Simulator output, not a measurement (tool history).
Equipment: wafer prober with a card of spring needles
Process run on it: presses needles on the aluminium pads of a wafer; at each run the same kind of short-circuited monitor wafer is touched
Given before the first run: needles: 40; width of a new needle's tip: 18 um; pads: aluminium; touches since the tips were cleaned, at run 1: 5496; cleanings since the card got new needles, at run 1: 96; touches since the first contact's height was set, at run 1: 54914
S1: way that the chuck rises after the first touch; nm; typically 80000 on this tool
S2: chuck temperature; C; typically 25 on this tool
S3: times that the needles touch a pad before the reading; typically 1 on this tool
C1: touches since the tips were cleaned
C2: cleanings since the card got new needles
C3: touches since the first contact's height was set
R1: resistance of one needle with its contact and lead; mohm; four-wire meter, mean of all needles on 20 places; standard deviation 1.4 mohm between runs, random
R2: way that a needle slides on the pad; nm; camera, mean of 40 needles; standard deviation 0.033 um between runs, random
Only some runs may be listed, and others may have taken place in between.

Run 1, day 0.000: usual settings; C1 5496; C2 96; C3 54914. Result: R1 261 mohm, R2 17340 nm.
At day 0.117: tips cleaned on abrasive film.
At day 0.688: tips cleaned on abrasive film.
At day 1.142: tips cleaned on abrasive film.
At day 1.712: tips cleaned on abrasive film.
Run 2, day 1.875: usual settings; C1 2228; C2 100; C3 80308. Result: R1 211 mohm, R2 17280 nm.
At day 2.217: tips cleaned on abrasive film.
At day 2.671: tips cleaned on abrasive film.
At day 3.242: tips cleaned on abrasive film.
At day 3.696: tips cleaned on abrasive film.
At day 4.050: height of the first contact set anew.
At day 4.279: tips cleaned on abrasive film.
Run 3, day 4.450: usual settings; C1 2350; C2 105; C3 5438. Result: R1 216 mohm, R2 17400 nm.
At day 4.792: tips cleaned on abrasive film.
At day 5.362: tips cleaned on abrasive film.
At day 5.929: tips cleaned on abrasive film.
Run 4, day 6.371: usual settings; C1 5994; C2 108; C3 31509. Result: R1 266 mohm, R2 17360 nm.
At day 6.488: tips cleaned on abrasive film.
At day 7.054: tips cleaned on abrasive film.
At day 7.625: tips cleaned on abrasive film.
At day 8.192: tips cleaned on abrasive film.
At day 8.762: tips cleaned on abrasive film.
Run 5, day 9.029: usual settings; C1 3679; C2 113; C3 67619. Result: R1 244 mohm, R2 17310 nm.
At day 9.258: tips cleaned on abrasive film.
At day 9.829: tips cleaned on abrasive film.
At day 10.396: tips cleaned on abrasive film.
At day 10.967: tips cleaned on abrasive film.
At day 11.533: tips cleaned on abrasive film.
Run 6, day 11.767: usual settings; C1 3160; C2 118; C3 104753. Result: R1 232 mohm, R2 17220 nm.
At day 11.996: tips cleaned on abrasive film.
At day 12.121: height of the first contact set anew.
At day 12.579: tips cleaned on abrasive film.
At day 13.146: tips cleaned on abrasive film.
At day 13.604: tips cleaned on abrasive film.
Run 7, day 13.700: usual settings but S2 109 C; C1 1347; C2 122; C3 21423. Result: R1 196 mohm, R2 17390 nm.
At day 14.158: tips cleaned on abrasive film.
At day 14.725: tips cleaned on abrasive film.
At day 15.296: tips cleaned on abrasive film.
At day 15.862: tips cleaned on abrasive film.
Run 8, day 16.000: usual settings but S1 99000 nm, S2 109 C; C1 1844; C2 126; C3 52609. Result: R1 179 mohm, R2 21410 nm.
At day 16.342: tips cleaned on abrasive film.
At day 16.796: tips cleaned on abrasive film.
At day 17.367: tips cleaned on abrasive film.
At day 17.821: tips cleaned on abrasive film.
At day 18.392: tips cleaned on abrasive film.
At day 18.862: tips cleaned on abrasive film.
Run 9, day 18.862: usual settings but S1 99000 nm, S2 109 C; C1 0; C2 132; C3 91434. Result: R1 145 mohm, R2 21360 nm.
At day 19.317: tips cleaned on abrasive film.
At day 19.888: tips cleaned on abrasive film.
At day 20.125: height of the first contact set anew.
At day 20.467: tips cleaned on abrasive film.
At day 20.925: tips cleaned on abrasive film.
At day 21.446: tips cleaned on abrasive film.
Run 10, day 21.446: usual settings but S3 2; C1 0; C2 137; C3 17893. Result: R1 137 mohm, R2 17350 nm.
At day 22.017: tips cleaned on abrasive film.
At day 22.583: tips cleaned on abrasive film.
At day 23.154: tips cleaned on abrasive film.
Run 11, day 23.246: usual settings but S3 2; C1 1258; C2 140; C3 42315. Result: R1 166 mohm, R2 17310 nm.
At day 23.700: tips cleaned on abrasive film.
At day 24.154: tips cleaned on abrasive film.
At day 24.725: tips cleaned on abrasive film.
At day 25.179: tips cleaned on abrasive film.
At day 25.750: tips cleaned on abrasive film.
Run 12, day 25.971: usual settings but S1 61000 nm, S2 85 C; C1 3035; C2 145; C3 79325. Result: R1 311 mohm, R2 13110 nm.
At day 26.312: tips cleaned on abrasive film.
At day 26.883: tips cleaned on abrasive film.
Run 13, day 27.312: usual settings but S1 65000 nm, S2 45 C, S3 2; C1 5848; C2 147; C3 97528. Result: R1 269 mohm, R2 13970 nm.
At day 27.429: tips cleaned on abrasive film.
At day 27.996: tips cleaned on abrasive film.
At day 28.121: height of the first contact set anew.
At day 28.579: tips cleaned on abrasive film.
Run 14, day 28.658: usual settings but S1 65000 nm, S2 45 C, S3 2; C1 1126; C2 150; C3 7304. Result: R1 195 mohm, R2 14170 nm.

Here are 4 independent what-if runs from the current tool condition. What would each one return?
At day 29.117: tips cleaned on abrasive film.
At day 29.683: tips cleaned on abrasive film.
At day 30.254: tips cleaned on abrasive film.
Run A, day 30.371: usual settings but S1 61000 nm, S2 78 C; C1 1606; C2 153; C3 30531. Result: R1 ?, R2 ?.
At day 29.117: tips cleaned on abrasive film.
At day 29.683: tips cleaned on abrasive film.
At day 30.254: tips cleaned on abrasive film.
Run B, day 30.371: usual settings but S1 69000 nm, S2 33 C, S3 2; C1 1606; C2 153; C3 30531. Result: R1 ?, R2 ?.
At day 29.117: tips cleaned on abrasive film.
At day 29.683: tips cleaned on abrasive film.
At day 30.254: tips cleaned on abrasive film.
Run C, day 30.371: usual settings but S1 90000 nm, S2 72 C; C1 1606; C2 153; C3 30531. Result: R1 ?, R2 ?.
At day 29.117: tips cleaned on abrasive film.
At day 29.683: tips cleaned on abrasive film.
At day 30.254: tips cleaned on abrasive film.
Run D, day 30.371: usual settings but S1 67000 nm, S2 45 C, S3 2; C1 1606; C2 153; C3 30531. Result: R1 ?, R2 ?.

run   R1     R2
  A  250  13180
  B  188  15000
  C  186  19540
  D  189  14530
With no hidden state in the tool, these same runs would have given:
run   R1     R2
  A  145  13230
  B  133  15060
  C  134  19600
  D  133  14580

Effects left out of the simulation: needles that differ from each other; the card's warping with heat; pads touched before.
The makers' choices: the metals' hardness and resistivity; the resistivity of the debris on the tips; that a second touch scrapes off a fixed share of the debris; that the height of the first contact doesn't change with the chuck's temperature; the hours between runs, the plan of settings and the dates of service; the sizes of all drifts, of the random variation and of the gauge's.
